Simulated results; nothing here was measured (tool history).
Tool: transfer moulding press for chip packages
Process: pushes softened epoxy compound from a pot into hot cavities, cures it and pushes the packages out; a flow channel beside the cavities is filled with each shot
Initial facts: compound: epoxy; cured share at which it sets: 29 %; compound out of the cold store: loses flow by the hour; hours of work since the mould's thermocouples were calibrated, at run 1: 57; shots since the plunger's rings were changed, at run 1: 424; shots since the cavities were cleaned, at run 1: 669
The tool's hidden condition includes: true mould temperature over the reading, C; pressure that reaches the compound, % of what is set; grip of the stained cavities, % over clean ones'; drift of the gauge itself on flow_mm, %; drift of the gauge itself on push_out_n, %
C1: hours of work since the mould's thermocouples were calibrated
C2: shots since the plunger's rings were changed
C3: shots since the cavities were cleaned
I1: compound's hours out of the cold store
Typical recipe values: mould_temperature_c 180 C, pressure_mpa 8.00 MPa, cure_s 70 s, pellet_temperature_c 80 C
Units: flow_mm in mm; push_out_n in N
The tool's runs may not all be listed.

{"run": 1, "hour": 0.0, "mould_temperature_c": 180, "pressure_mpa": 8.0, "cure_s": 70, "pellet_temperature_c": 80, "C1": 57, "C2": 424, "C3": 669, "I1": 40.1, "flow_mm": 740, "push_out_n": 812}
{"run": 2, "hour": 10.1, "mould_temperature_c": 180, "pressure_mpa": 8.0, "cure_s": 70, "pellet_temperature_c": 76, "C1": 65, "C2": 608, "C3": 853, "I1": 30.0, "flow_mm": 786, "push_out_n": 861}
{"hour": 19.2, "done": "cavities cleaned with cleaning compound and waxed"}
{"run": 3, "hour": 25.0, "mould_temperature_c": 180, "pressure_mpa": 9.53, "cure_s": 70, "pellet_temperature_c": 80, "C1": 74, "C2": 852, "C3": 106, "I1": 19.6, "flow_mm": 910, "push_out_n": 988}
{"run": 4, "hour": 44.1, "mould_temperature_c": 180, "pressure_mpa": 8.0, "cure_s": 104, "pellet_temperature_c": 80, "C1": 88, "C2": 1199, "C3": 453, "I1": 20.2, "flow_mm": 832, "push_out_n": 853}
{"run": 5, "hour": 58.7, "mould_temperature_c": 180, "pressure_mpa": 8.0, "cure_s": 104, "pellet_temperature_c": 80, "C1": 99, "C2": 1464, "C3": 718, "I1": 45.4, "flow_mm": 718, "push_out_n": 853}
{"run": 6, "hour": 71.8, "mould_temperature_c": 180, "pressure_mpa": 8.0, "cure_s": 104, "pellet_temperature_c": 80, "C1": 108, "C2": 1702, "C3": 956, "I1": 38.4, "flow_mm": 734, "push_out_n": 868}
{"hour": 74.8, "done": "cavities cleaned with cleaning compound and waxed"}
{"hour": 87.6, "done": "cavities cleaned with cleaning compound and waxed, once more"}
{"run": 7, "hour": 96.1, "mould_temperature_c": 180, "pressure_mpa": 8.0, "cure_s": 104, "pellet_temperature_c": 80, "C1": 124, "C2": 2090, "C3": 155, "I1": 42.2, "flow_mm": 714, "push_out_n": 495}
{"run": 8, "hour": 105.9, "mould_temperature_c": 180, "pressure_mpa": 8.0, "cure_s": 70, "pellet_temperature_c": 80, "C1": 131, "C2": 2269, "C3": 334, "I1": 23.4, "flow_mm": 801, "push_out_n": 718}
{"run": 9, "hour": 123.5, "mould_temperature_c": 180, "pressure_mpa": 8.0, "cure_s": 70, "pellet_temperature_c": 80, "C1": 143, "C2": 2589, "C3": 654, "I1": 11.2, "flow_mm": 852, "push_out_n": 844}
{"run": 10, "hour": 140.7, "mould_temperature_c": 180, "pressure_mpa": 8.0, "cure_s": 72, "pellet_temperature_c": 80, "C1": 156, "C2": 2901, "C3": 966, "I1": 14.7, "flow_mm": 826, "push_out_n": 880}
{"hour": 143.6, "done": "cavities cleaned with cleaning compound and waxed"}
{"run": 11, "hour": 151.0, "mould_temperature_c": 180, "pressure_mpa": 8.0, "cure_s": 72, "pellet_temperature_c": 80, "C1": 162, "C2": 3061, "C3": 135, "I1": 13.2, "flow_mm": 826, "push_out_n": 584}
{"run": 12, "hour": 164.2, "mould_temperature_c": 180, "pressure_mpa": 8.0, "cure_s": 70, "pellet_temperature_c": 80, "C1": 172, "C2": 3301, "C3": 375, "I1": 17.7, "flow_mm": 806, "push_out_n": 755}
{"run": 13, "hour": 178.1, "mould_temperature_c": 180, "pressure_mpa": 8.0, "cure_s": 70, "pellet_temperature_c": 80, "C1": 182, "C2": 3554, "C3": 628, "I1": 18.3, "flow_mm": 796, "push_out_n": 834}
{"run": 14, "hour": 193.0, "mould_temperature_c": 180, "pressure_mpa": 8.0, "cure_s": 70, "pellet_temperature_c": 80, "C1": 193, "C2": 3825, "C3": 899, "I1": 32.4, "flow_mm": 725, "push_out_n": 874}
{"hour": 199.6, "done": "cavities cleaned with cleaning compound and waxed"}
{"run": 15, "hour": 212.4, "mould_temperature_c": 174, "pressure_mpa": 8.48, "cure_s": 85, "pellet_temperature_c": 73, "C1": 205, "C2": 4149, "C3": 232, "I1": 29.1, "flow_mm": 771, "push_out_n": 635}
{"hour": 226.6, "done": "plunger's sealing rings changed"}
{"run": 16, "hour": 235.1, "mould_temperature_c": 187, "pressure_mpa": 6.77, "cure_s": 98, "pellet_temperature_c": 82, "C1": 220, "C2": 154, "C3": 600, "I1": 8.6, "flow_mm": 816, "push_out_n": 665}
{"run": 17, "hour": 255.9, "mould_temperature_c": 186, "pressure_mpa": 8.88, "cure_s": 52, "pellet_temperature_c": 80, "C1": 235, "C2": 532, "C3": 978, "I1": 16.1, "flow_mm": 900, "push_out_n": 1082}
{"hour": 258.7, "done": "cavities cleaned with cleaning compound and waxed"}
{"run": 18, "hour": 275.7, "mould_temperature_c": 173, "pressure_mpa": 6.37, "cure_s": 54, "pellet_temperature_c": 82, "C1": 248, "C2": 865, "C3": 308, "I1": 35.6, "flow_mm": 688, "push_out_n": 1632}
{"run": 19, "hour": 292.4, "mould_temperature_c": 173, "pressure_mpa": 9.43, "cure_s": 64, "pellet_temperature_c": 86, "C1": 260, "C2": 1168, "C3": 611, "I1": 12.4, "flow_mm": 960, "push_out_n": 1497}
{"run": 20, "hour": 312.4, "mould_temperature_c": 172, "pressure_mpa": 8.39, "cure_s": 50, "pellet_temperature_c": 73, "C1": 275, "C2": 1532, "C3": 975, "I1": 45.1, "flow_mm": 748, "push_out_n": 2621}
{"hour": 314.8, "done": "cavities cleaned with cleaning compound and waxed"}
{"run": 21, "hour": 335.6, "mould_temperature_c": 180, "pressure_mpa": 6.39, "cure_s": 70, "pellet_temperature_c": 80, "C1": 291, "C2": 1928, "C3": 380, "I1": 26.6, "flow_mm": 700, "push_out_n": 707}
{"run": 22, "hour": 345.2, "mould_temperature_c": 180, "pressure_mpa": 6.39, "cure_s": 70, "pellet_temperature_c": 80, "C1": 297, "C2": 2102, "C3": 554, "I1": 45.9, "flow_mm": 624, "push_out_n": 796}
{"run": 23, "hour": 354.3, "mould_temperature_c": 180, "pressure_mpa": 7.26, "cure_s": 79, "pellet_temperature_c": 80, "C1": 304, "C2": 2267, "C3": 719, "I1": 45.3, "flow_mm": 664, "push_out_n": 739}
{"hour": 371.4, "done": "cavities cleaned with cleaning compound and waxed"}
{"run": 24, "hour": 377.1, "mould_temperature_c": 180, "pressure_mpa": 8.29, "cure_s": 70, "pellet_temperature_c": 84, "C1": 319, "C2": 2654, "C3": 104, "I1": 22.3, "flow_mm": 808, "push_out_n": 565}
{"run": 25, "hour": 398.6, "mould_temperature_c": 181, "pressure_mpa": 8.0, "cure_s": 56, "pellet_temperature_c": 80, "C1": 335, "C2": 3045, "C3": 495, "I1": 31.9, "flow_mm": 743, "push_out_n": 1046}
{"run": 26, "hour": 410.9, "mould_temperature_c": 181, "pressure_mpa": 8.0, "cure_s": 56, "pellet_temperature_c": 80, "C1": 344, "C2": 3270, "C3": 720, "I1": 41.8, "flow_mm": 692, "push_out_n": 1135}
{"run": 27, "hour": 422.3, "mould_temperature_c": 180, "pressure_mpa": 8.13, "cure_s": 70, "pellet_temperature_c": 75, "C1": 352, "C2": 3477, "C3": 927, "I1": 12.2, "flow_mm": 830, "push_out_n": 934}

Forecast run 28:
{"hour": 428.3, "done": "cavities cleaned with cleaning compound and waxed"}
{"run": 28, "hour": 439.3, "mould_temperature_c": 179, "pressure_mpa": 8.0, "cure_s": 55, "pellet_temperature_c": 80, "C1": 363, "C2": 3758, "C3": 200, "I1": 17.1, "flow_mm": "?", "push_out_n": "?"}

{"run 28": {"flow_mm": 798, "push_out_n": 1069}}
If the tool had no hidden condition, the same run with the same run-to-run variation would have returned flow_mm 864 mm, push_out_n 862 N.
